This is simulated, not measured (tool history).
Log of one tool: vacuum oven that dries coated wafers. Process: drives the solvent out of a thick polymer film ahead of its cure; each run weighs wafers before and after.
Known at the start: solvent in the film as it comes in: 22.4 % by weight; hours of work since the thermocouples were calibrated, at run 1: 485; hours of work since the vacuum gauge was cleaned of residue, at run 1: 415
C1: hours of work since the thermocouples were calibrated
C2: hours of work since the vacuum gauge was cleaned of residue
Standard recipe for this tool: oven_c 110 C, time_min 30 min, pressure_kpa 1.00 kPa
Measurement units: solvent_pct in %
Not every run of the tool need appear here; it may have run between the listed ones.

Run 1, hour 0.0: usual settings; C1 485; C2 415. Result: solvent_pct 4.90 %.
Run 2, hour 40.8: usual settings; C1 507; C2 437. Result: solvent_pct 4.87 %.
Run 3, hour 91.5: usual settings; C1 534; C2 465. Result: solvent_pct 4.90 %.
At hour 96.2: vacuum gauge cleaned of residue and calibrated.
Run 4, hour 134.3: usual settings but pressure_kpa 3.71 kPa; C1 557; C2 20. Result: solvent_pct 5.94 %.
Run 5, hour 192.8: usual settings but pressure_kpa 3.71 kPa; C1 588; C2 52. Result: solvent_pct 5.98 %.
Run 6, hour 260.4: usual settings but pressure_kpa 3.71 kPa; C1 624; C2 88. Result: solvent_pct 5.96 %.
At hour 298.2: vacuum gauge cleaned of residue and calibrated, once more.
At hour 319.0: oven's thermocouples calibrated.
Run 7, hour 321.0: usual settings but oven_c 116 C, time_min 34 min, pressure_kpa 1.17 kPa; C1 1; C2 11. Result: solvent_pct 3.10 %.
Run 8, hour 365.3: usual settings but oven_c 116 C, time_min 45 min, pressure_kpa 1.17 kPa; C1 25; C2 35. Result: solvent_pct 1.89 %.
Run 9, hour 438.5: usual settings but oven_c 108 C, time_min 22 min, pressure_kpa 3.51 kPa; C1 64; C2 74. Result: solvent_pct 8.43 %.
Run 10, hour 492.6: usual settings but oven_c 112 C, pressure_kpa 0.92 kPa; C1 93; C2 103. Result: solvent_pct 4.51 %.

Each row is a separate what-if for the run after 10, all from the same tool condition, not one after another. Results?
Run A, hour 529.6: usual settings but oven_c 118 C, time_min 35 min, pressure_kpa 0.85 kPa; C1 113; C2 123. Result: solvent_pct ?.
Run B, hour 529.6: usual settings but oven_c 108 C, time_min 51 min, pressure_kpa 0.92 kPa; C1 113; C2 123. Result: solvent_pct ?.
Run C, hour 529.6: usual settings but oven_c 99 C, time_min 53 min, pressure_kpa 0.92 kPa; C1 113; C2 123. Result: solvent_pct ?.

run  solvent_pct
  A         2.41
  B         2.56
  C         4.31
Take away the tool's hidden state, keep each run's random variation, and the runs would have read:
run  solvent_pct
  A         2.36
  B         2.51
  C         4.24
